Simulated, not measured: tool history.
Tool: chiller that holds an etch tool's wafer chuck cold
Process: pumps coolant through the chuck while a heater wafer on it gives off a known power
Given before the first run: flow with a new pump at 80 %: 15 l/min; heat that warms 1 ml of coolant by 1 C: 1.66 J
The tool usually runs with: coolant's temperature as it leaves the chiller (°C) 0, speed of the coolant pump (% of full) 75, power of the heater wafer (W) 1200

| run | day | coolant's temperature as it leaves the chiller (°C) | speed of the coolant pump (% of full) | power of the heater wafer (W) | chuck's temperature once it has settled (°C) | how much warmer the coolant comes back (C) |
|---|---|---|---|---|---|---|
| 1 | 0.000 | 0 | 75 | 1200 | 14.2 | 3.22 |
| 2 | 1.571 | 0 | 75 | 1541 | 18.3 | 4.24 |
| 3 | 3.729 | 0 | 75 | 1541 | 18.2 | 4.19 |
| 4 | 6.192 | 0 | 75 | 1541 | 18.3 | 4.18 |
| 5 | 8.775 | 0 | 75 | 1541 | 18.4 | 4.23 |
| 6 | 11.262 | 0 | 75 | 1541 | 18.4 | 4.20 |
| 7 | 14.600 | 0 | 75 | 1200 | 14.4 | 3.29 |
| 8 | 17.071 | 0 | 75 | 1200 | 14.4 | 3.27 |
| 9 | 20.717 | 0 | 75 | 1200 | 14.4 | 3.30 |
| 10 | 24.279 | 0 | 75 | 1200 | 14.5 | 3.28 |
| 11 | 27.779 | 0 | 75 | 1200 | 14.7 | 3.30 |
| 12 | 31.225 | 0 | 75 | 1200 | 14.7 | 3.36 |
| 13 | 34.504 | 0 | 75 | 1200 | 14.7 | 3.33 |
| 14 | 36.925 | 0 | 75 | 1200 | 14.7 | 3.32 |
| 15 | 39.521 | 0 | 75 | 1200 | 14.8 | 3.34 |
| 16 | 41.871 | 0 | 94 | 1200 | 13.1 | 2.59 |
| 17 | 44.312 | 5 | 85 | 1611 | 23.9 | 3.92 |
|  | 44.875 | coolant changed, channels flushed |
| 18 | 47.125 | 5 | 60 | 686 | 13.4 | 2.45 |
| 19 | 50.729 | 5 | 60 | 686 | 13.3 | 2.43 |
| 20 | 52.717 | 0 | 71 | 1570 | 17.7 | 4.67 |

Run 21 comes next. What will it give?
|  | 53.212 | coolant pump overhauled |
| 21 | 56.304 | 0 | 75 | 1450 | ? | ? |

chuck's temperature once it has settled (°C): 16.0
how much warmer the coolant comes back (C): 4.18
Take away the tool's hidden state, keep the run-to-run variation as it was, and the same run would have given chuck's temperature once it has settled (°C) 15.2, how much warmer the coolant comes back (C) 3.74.
